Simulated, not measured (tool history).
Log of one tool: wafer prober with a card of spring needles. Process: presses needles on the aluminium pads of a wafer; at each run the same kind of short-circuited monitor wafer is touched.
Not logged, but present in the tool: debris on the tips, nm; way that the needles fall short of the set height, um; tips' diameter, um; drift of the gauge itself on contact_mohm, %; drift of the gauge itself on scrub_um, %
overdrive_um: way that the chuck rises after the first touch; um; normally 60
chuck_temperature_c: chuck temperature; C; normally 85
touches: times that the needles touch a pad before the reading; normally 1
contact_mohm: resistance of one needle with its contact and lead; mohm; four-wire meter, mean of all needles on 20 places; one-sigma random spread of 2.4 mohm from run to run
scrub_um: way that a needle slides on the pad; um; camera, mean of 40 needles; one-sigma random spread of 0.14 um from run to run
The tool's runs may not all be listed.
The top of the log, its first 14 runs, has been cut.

run   hour  overdrive_um  chuck_temperature_c  touches  touches since the tips were cleaned  cleanings since the card got new needles  touches since the first contact's height was set  contact_mohm  scrub_um
     190.3  -- tips cleaned on abrasive film
 15  198.6            60                   85        1                                 2352                                        87                                            120198           291     13.97
     200.5  -- tips cleaned on abrasive film
     210.1  -- tips cleaned on abrasive film
 16  210.1            60                  124        1                                    0                                        89                                            123403           280     13.85
     220.0  -- tips cleaned on abrasive film
 17  222.7            60                   58        2                                  757                                        90                                            126917           266     13.69
     230.9  -- tips cleaned on abrasive film
 18  235.3            64                   33        1                                 1245                                        91                                            130461           271     15.02
     240.6  -- tips cleaned on abrasive film
 19  245.1            64                   33        3                                 1291                                        92                                            133212           256     14.88
     250.6  -- tips cleaned on abrasive film
 20  255.4            64                   66        1                                 1345                                        93                                            136079           280     14.59
     260.6  -- tips cleaned on abrasive film
 21  264.3            44                   85        3                                 1056                                        94                                            138585           284      9.83
     270.6  -- tips cleaned on abrasive film
     281.7  -- tips cleaned on abrasive film
 22  283.0            50                   85        3                                  361                                        96                                            143810           279     11.25
     292.8  -- tips cleaned on abrasive film
 23  301.2            66                   51        3                                 2368                                        97                                            148930           269     15.19
     303.0  -- tips cleaned on abrasive film
     313.9  -- tips cleaned on abrasive film
 24  315.5            66                   51        3                                  443                                        99                                            152923           257     14.99
     324.2  -- tips cleaned on abrasive film
     328.3  -- height of the first contact set anew
 25  332.1            66                   51        3                                 2151                                       100                                              1075           265     16.02
     335.0  -- tips cleaned on abrasive film
     345.1  -- tips cleaned on abrasive film
 26  345.1            44                   83        2                                    0                                       102                                              4692           273     10.72
     355.1  -- tips cleaned on abrasive film
 27  363.9            44                   83        2                                 2466                                       103                                              9963           298     10.86
     364.8  -- tips cleaned on abrasive film
     375.7  -- tips cleaned on abrasive film
 28  376.1            44                   83        2                                  107                                       105                                             13377           280     10.61
     385.6  -- tips cleaned on abrasive film
 29  387.4            67                   32        2                                  511                                       106                                             16536           262     16.63
     396.1  -- tips cleaned on abrasive film
     406.7  -- tips cleaned on abrasive film
 30  408.5            73                   85        1                                  496                                       108                                             22436           272     17.67
     416.5  -- tips cleaned on abrasive film
     427.7  -- tips cleaned on abrasive film
 31  428.4            73                   85        1                                  175                                       110                                             28011           272     17.69
     437.7  -- tips cleaned on abrasive film
 32  441.5            66                   38        2                                 1073                                       111                                             31707           264     15.91

Below are 3 alternative next runs, each starting from the tool's condition after run 32. Predict each:
     448.5  -- tips cleaned on abrasive film
     458.1  -- tips cleaned on abrasive film
  A  458.1            70                   33        2                                    0                                       113                                             36347             ?         ?
     448.5  -- tips cleaned on abrasive film
     458.1  -- tips cleaned on abrasive film
  B  458.1            44                  110        1                                    0                                       113                                             36347             ?         ?
     448.5  -- tips cleaned on abrasive film
     458.1  -- tips cleaned on abrasive film
  C  458.1            66                  111        2                                    0                                       113                                             36347             ?         ?

run  contact_mohm  scrub_um
  A           252     16.60
  B           286     10.60
  C           278     16.06
The same runs, with their run-to-run variation unchanged, on a tool lacking any hidden condition would have given:
run  contact_mohm  scrub_um
  A           249     16.84
  B           281     10.84
  C           275     16.30
